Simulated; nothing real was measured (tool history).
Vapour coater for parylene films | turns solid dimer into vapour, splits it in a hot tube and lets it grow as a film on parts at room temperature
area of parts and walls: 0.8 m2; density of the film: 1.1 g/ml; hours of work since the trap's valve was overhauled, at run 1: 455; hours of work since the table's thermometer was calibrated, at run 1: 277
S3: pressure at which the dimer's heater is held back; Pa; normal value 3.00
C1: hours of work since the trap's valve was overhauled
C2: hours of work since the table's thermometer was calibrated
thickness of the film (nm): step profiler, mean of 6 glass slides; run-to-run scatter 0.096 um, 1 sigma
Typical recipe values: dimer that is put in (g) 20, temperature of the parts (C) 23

Run 1, hour 0.0: usual settings; C1 455; C2 277. Result: thickness of the film (nm) 11210.
Run 2, hour 13.3: usual settings; C1 464; C2 286. Result: thickness of the film (nm) 10900.
Run 3, hour 29.7: usual settings; C1 475; C2 296. Result: thickness of the film (nm) 11170.
Run 4, hour 51.4: usual settings; C1 489; C2 311. Result: thickness of the film (nm) 10910.
Run 5, hour 66.9: usual settings; C1 499; C2 321. Result: thickness of the film (nm) 10720.
Run 6, hour 82.5: usual settings but S3 3.12 Pa; C1 509; C2 331. Result: thickness of the film (nm) 10820.
Run 7, hour 98.7: usual settings but temperature of the parts (C) 18; C1 520; C2 342. Result: thickness of the film (nm) 12210.
Run 8, hour 112.4: usual settings but temperature of the parts (C) 15; C1 529; C2 351. Result: thickness of the film (nm) 13200.
Run 9, hour 134.0: usual settings but temperature of the parts (C) 15; C1 543; C2 365. Result: thickness of the film (nm) 13030.
Run 10, hour 153.4: usual settings; C1 556; C2 378. Result: thickness of the film (nm) 10770.
Run 11, hour 173.5: usual settings; C1 569; C2 391. Result: thickness of the film (nm) 10650.
Run 12, hour 188.5: usual settings but dimer that is put in (g) 34; C1 579; C2 401. Result: thickness of the film (nm) 18440.
Run 13, hour 208.3: usual settings but dimer that is put in (g) 34; C1 592; C2 414. Result: thickness of the film (nm) 18190.
At hour 223.7: trap's valve overhauled.
Run 14, hour 232.6: usual settings but dimer that is put in (g) 34; C1 6; C2 427. Result: thickness of the film (nm) 19570.
At hour 234.7: table's thermometer calibrated.
Run 15, hour 252.5: usual settings but dimer that is put in (g) 34; C1 18; C2 12. Result: thickness of the film (nm) 19490.
Run 16, hour 263.2: usual settings but dimer that is put in (g) 11, temperature of the parts (C) 20, S3 3.11 Pa; C1 25; C2 19. Result: thickness of the film (nm) 6700.
At hour 274.4: table's thermometer calibrated, once more.
Run 17, hour 278.3: usual settings but dimer that is put in (g) 11, temperature of the parts (C) 20, S3 3.11 Pa; C1 35; C2 3. Result: thickness of the film (nm) 6860.
Run 18, hour 301.7: usual settings but dimer that is put in (g) 17, temperature of the parts (C) 24, S3 3.11 Pa; C1 50; C2 18. Result: thickness of the film (nm) 9480.
Run 19, hour 320.0: usual settings but dimer that is put in (g) 17, temperature of the parts (C) 24, S3 3.11 Pa; C1 62; C2 30. Result: thickness of the film (nm) 9630.
Run 20, hour 332.2: usual settings but dimer that is put in (g) 26, temperature of the parts (C) 17, S3 5.07 Pa; C1 70; C2 38. Result: thickness of the film (nm) 16390.
Run 21, hour 345.8: usual settings but dimer that is put in (g) 26, temperature of the parts (C) 17, S3 5.07 Pa; C1 79; C2 47. Result: thickness of the film (nm) 16250.
Run 22, hour 360.4: usual settings but S3 3.45 Pa; C1 88; C2 56. Result: thickness of the film (nm) 11220.
Run 23, hour 370.2: usual settings but dimer that is put in (g) 23, temperature of the parts (C) 34, S3 4.74 Pa; C1 95; C2 63. Result: thickness of the film (nm) 9710.
Run 24, hour 389.4: usual settings but dimer that is put in (g) 23, temperature of the parts (C) 34, S3 4.74 Pa; C1 107; C2 75. Result: thickness of the film (nm) 9760.
Run 25, hour 402.5: usual settings but dimer that is put in (g) 23, temperature of the parts (C) 34, S3 4.74 Pa; C1 116; C2 84. Result: thickness of the film (nm) 9830.
Run 26, hour 422.4: usual settings but dimer that is put in (g) 23, temperature of the parts (C) 34, S3 4.74 Pa; C1 129; C2 97. Result: thickness of the film (nm) 9710.
Run 27, hour 434.9: usual settings but dimer that is put in (g) 27, temperature of the parts (C) 34, S3 10.15 Pa; C1 137; C2 105. Result: thickness of the film (nm) 10560.
Run 28, hour 446.3: usual settings but dimer that is put in (g) 27, temperature of the parts (C) 34, S3 10.15 Pa; C1 145; C2 113. Result: thickness of the film (nm) 10450.
Run 29, hour 467.0: usual settings but dimer that is put in (g) 27, temperature of the parts (C) 34, S3 10.15 Pa; C1 158; C2 126. Result: thickness of the film (nm) 10550.
Run 30, hour 489.1: usual settings but temperature of the parts (C) 22, S3 8.47 Pa; C1 173; C2 141. Result: thickness of the film (nm) 10460.

Consider 3 possible next runs. They are alternatives, not a sequence: every one starts from the tool as it was left by run 30. What does each give?
Run A, hour 510.4: usual settings but dimer that is put in (g) 17, temperature of the parts (C) 18, S3 6.05 Pa; C1 187; C2 155. Result: thickness of the film (nm) ?.
Run B, hour 510.4: usual settings but temperature of the parts (C) 16, S3 8.47 Pa; C1 187; C2 155. Result: thickness of the film (nm) ?.
Run C, hour 510.4: usual settings but dimer that is put in (g) 34, temperature of the parts (C) 17, S3 4.58 Pa; C1 187; C2 155. Result: thickness of the film (nm) ?.

run  thickness of the film (nm)
  A                        9970
  B                       12020
  C                       21230
Stripped of hidden state, with their random variation kept, the same runs would have yielded:
run  thickness of the film (nm)
  A                       10310
  B                       12430
  C                       21950

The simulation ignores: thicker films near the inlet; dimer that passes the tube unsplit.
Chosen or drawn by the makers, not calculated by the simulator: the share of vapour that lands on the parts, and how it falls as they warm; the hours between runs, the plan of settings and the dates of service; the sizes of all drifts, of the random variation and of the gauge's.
